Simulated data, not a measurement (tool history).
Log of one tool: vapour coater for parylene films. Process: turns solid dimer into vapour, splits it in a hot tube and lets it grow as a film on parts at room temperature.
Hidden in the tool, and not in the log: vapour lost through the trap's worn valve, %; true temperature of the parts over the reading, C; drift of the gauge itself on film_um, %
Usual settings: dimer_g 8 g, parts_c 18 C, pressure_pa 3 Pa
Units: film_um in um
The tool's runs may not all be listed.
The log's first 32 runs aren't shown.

| run | hour | dimer_g | parts_c | pressure_pa | hours of work since the trap's valve was overhauled | hours of work since the table's thermometer was calibrated | film_um |
|---|---|---|---|---|---|---|---|
|  | 673.3 | trap's valve overhauled |
| 33 | 689.7 | 13 | 27 | 7.92 | 11 | 1148 | 4.64 |
| 34 | 712.6 | 13 | 27 | 7.92 | 28 | 1164 | 4.5 |
| 35 | 735.8 | 8 | 20 | 3 | 44 | 1181 | 4.38 |
| 36 | 764.6 | 8 | 20 | 3 | 64 | 1201 | 4.36 |
| 37 | 779.8 | 8 | 20 | 3 | 75 | 1212 | 4.27 |
| 38 | 803 | 6 | 12 | 3 | 91 | 1228 | 4.43 |
| 39 | 832.5 | 5 | 23 | 4.31 | 112 | 1248 | 2.21 |
| 40 | 859.2 | 5 | 23 | 4.31 | 130 | 1267 | 2.21 |

3 ways to go on from here, each from the tool as it stands after run 40. What would each give?
| A | 876.3 | 5 | 11 | 4.31 | 142 | 1279 | ? |
| B | 876.3 | 4 | 28 | 3 | 142 | 1279 | ? |
| C | 876.3 | 8 | 24 | 3 | 142 | 1279 | ? |

| run | film_um |
|---|---|
| A | 3.53 |
| B | 1.48 |
| C | 3.56 |
Without the tool's hidden state the same runs would have given:
| run | film_um |
|---|---|
| A | 3.67 |
| B | 1.55 |
| C | 3.71 |

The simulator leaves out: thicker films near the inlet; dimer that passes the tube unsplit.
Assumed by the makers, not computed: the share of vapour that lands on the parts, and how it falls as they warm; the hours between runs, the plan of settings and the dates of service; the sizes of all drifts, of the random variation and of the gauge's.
